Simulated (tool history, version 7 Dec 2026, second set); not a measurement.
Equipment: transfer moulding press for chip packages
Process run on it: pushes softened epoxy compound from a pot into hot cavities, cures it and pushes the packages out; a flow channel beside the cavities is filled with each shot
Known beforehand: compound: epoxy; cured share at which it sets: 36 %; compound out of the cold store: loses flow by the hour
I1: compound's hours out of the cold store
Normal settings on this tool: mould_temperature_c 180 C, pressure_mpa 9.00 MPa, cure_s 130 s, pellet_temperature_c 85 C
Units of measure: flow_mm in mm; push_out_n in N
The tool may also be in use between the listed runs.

Run 1, hour 0.0: usual settings; I1 37.5. Result: flow_mm 833 mm, push_out_n 730 N.
Run 2, hour 8.3: usual settings; I1 25.6. Result: flow_mm 897 mm, push_out_n 785 N.
Run 3, hour 17.4: usual settings; I1 21.5. Result: flow_mm 916 mm, push_out_n 855 N.
Run 4, hour 22.8: usual settings; I1 17.9. Result: flow_mm 932 mm, push_out_n 890 N.
Run 5, hour 30.2: usual settings; I1 30.3. Result: flow_mm 869 mm, push_out_n 876 N.
Run 6, hour 39.2: usual settings but mould_temperature_c 186 C; I1 15.8. Result: flow_mm 931 mm, push_out_n 779 N.
Run 7, hour 44.0: usual settings; I1 31.3. Result: flow_mm 860 mm, push_out_n 964 N.
Run 8, hour 52.9: usual settings but pressure_mpa 9.71 MPa; I1 9.5. Result: flow_mm 1024 mm, push_out_n 555 N.
Run 9, hour 62.1: usual settings; I1 46.7. Result: flow_mm 782 mm, push_out_n 581 N.
Run 10, hour 69.9: usual settings but pellet_temperature_c 82 C; I1 43.8. Result: flow_mm 798 mm, push_out_n 618 N.
Run 11, hour 78.3: usual settings but cure_s 121 s; I1 42.0. Result: flow_mm 807 mm, push_out_n 731 N.
Run 12, hour 83.8: usual settings but pressure_mpa 7.17 MPa, cure_s 121 s; I1 43.4. Result: flow_mm 709 mm, push_out_n 801 N.
Run 13, hour 92.3: usual settings but pressure_mpa 7.17 MPa, cure_s 121 s; I1 39.4. Result: flow_mm 728 mm, push_out_n 844 N.
Run 14, hour 98.0: usual settings but pressure_mpa 7.17 MPa, cure_s 121 s; I1 31.9. Result: flow_mm 759 mm, push_out_n 867 N.
Run 15, hour 103.5: usual settings but pressure_mpa 7.17 MPa, cure_s 121 s; I1 34.4. Result: flow_mm 751 mm, push_out_n 898 N.
Run 16, hour 112.3: usual settings but pressure_mpa 7.17 MPa, cure_s 138 s, pellet_temperature_c 94 C; I1 23.2. Result: flow_mm 802 mm, push_out_n 798 N.
Run 17, hour 120.9: usual settings but pressure_mpa 7.17 MPa, cure_s 138 s, pellet_temperature_c 94 C; I1 20.8. Result: flow_mm 810 mm, push_out_n 793 N.
Run 18, hour 127.9: usual settings but mould_temperature_c 183 C; I1 12.4. Result: flow_mm 948 mm, push_out_n 837 N.
Run 19, hour 133.8: usual settings but mould_temperature_c 176 C, pressure_mpa 8.96 MPa; I1 25.6. Result: flow_mm 891 mm, push_out_n 1077 N.
Run 20, hour 140.6: usual settings but mould_temperature_c 187 C, cure_s 125 s, pellet_temperature_c 82 C; I1 38.2. Result: flow_mm 804 mm, push_out_n 787 N.
Run 21, hour 146.5: usual settings but mould_temperature_c 187 C, cure_s 125 s, pellet_temperature_c 82 C; I1 21.3. Result: flow_mm 892 mm, push_out_n 491 N.
Run 22, hour 154.9: usual settings but mould_temperature_c 187 C, pressure_mpa 10.83 MPa, cure_s 133 s, pellet_temperature_c 77 C; I1 36.2. Result: flow_mm 885 mm, push_out_n 497 N.
Run 23, hour 165.7: usual settings but mould_temperature_c 187 C, pressure_mpa 10.83 MPa, cure_s 133 s, pellet_temperature_c 86 C; I1 18.3. Result: flow_mm 992 mm, push_out_n 564 N.
Run 24, hour 170.9: usual settings but pressure_mpa 10.83 MPa, cure_s 157 s, pellet_temperature_c 86 C; I1 24.7. Result: flow_mm 975 mm, push_out_n 613 N.
Run 25, hour 178.5: usual settings but mould_temperature_c 183 C, pressure_mpa 9.68 MPa, cure_s 117 s, pellet_temperature_c 83 C; I1 17.3. Result: flow_mm 955 mm, push_out_n 750 N.
Run 26, hour 184.4: usual settings but cure_s 161 s, pellet_temperature_c 80 C; I1 25.9. Result: flow_mm 880 mm, push_out_n 644 N.
Run 27, hour 192.3: usual settings but mould_temperature_c 187 C, cure_s 161 s, pellet_temperature_c 80 C; I1 19.4. Result: flow_mm 889 mm, push_out_n 666 N.
Run 28, hour 199.8: usual settings but mould_temperature_c 176 C, pressure_mpa 6.84 MPa, cure_s 161 s, pellet_temperature_c 80 C; I1 25.2. Result: flow_mm 782 mm, push_out_n 793 N.
Run 29, hour 203.9: usual settings but pressure_mpa 8.38 MPa; I1 47.7. Result: flow_mm 741 mm, push_out_n 818 N.
Run 30, hour 211.7: usual settings but pressure_mpa 8.38 MPa; I1 22.4. Result: flow_mm 864 mm, push_out_n 888 N.

Removed from this log: 4 entries logged between the listed runs. Between which two listed runs does each belong, and how does the tool's hidden state at the listed run before it compare with that at the listed run after it?
Run 7 -> run 8: cavities cleaned with cleaning compound and waxed (hour 51.3)
  true mould temperature over the reading, C: 0.2 -> 0.21; pressure that reaches the compound, % of what is set: 94.28 -> 94.14; grip of the stained cavities, % over clean ones': 72.7 -> 2.4
  measured less the result without the state, flow_mm: -27 -> -32 mm; push_out_n: +403 -> +8 N
Run 20 -> run 21: cavities cleaned with cleaning compound and waxed (hour 145.3)
  pressure that reaches the compound, % of what is set: 92.42 -> 92.34; grip of the stained cavities, % over clean ones': 75.6 -> 6.9
  measured less the result without the state, flow_mm: -33 -> -37 mm; push_out_n: +341 -> +30 N
Run 21 -> run 22: mould's thermocouples calibrated (hour 148.9)
  true mould temperature over the reading, C: 0.28 -> 0.37; pressure that reaches the compound, % of what is set: 92.34 -> 92.21; grip of the stained cavities, % over clean ones': 6.9 -> 13.8
  measured less the result without the state, flow_mm: -37 -> -37 mm; push_out_n: +30 -> +59 N
Run 22 -> run 23: mould's thermocouples calibrated, once more (hour 165.5)
  true mould temperature over the reading, C: 0.37 -> -0.14; pressure that reaches the compound, % of what is set: 92.21 -> 92.02; grip of the stained cavities, % over clean ones': 13.8 -> 22.9
  measured less the result without the state, flow_mm: -37 -> -42 mm; push_out_n: +59 -> +106 N
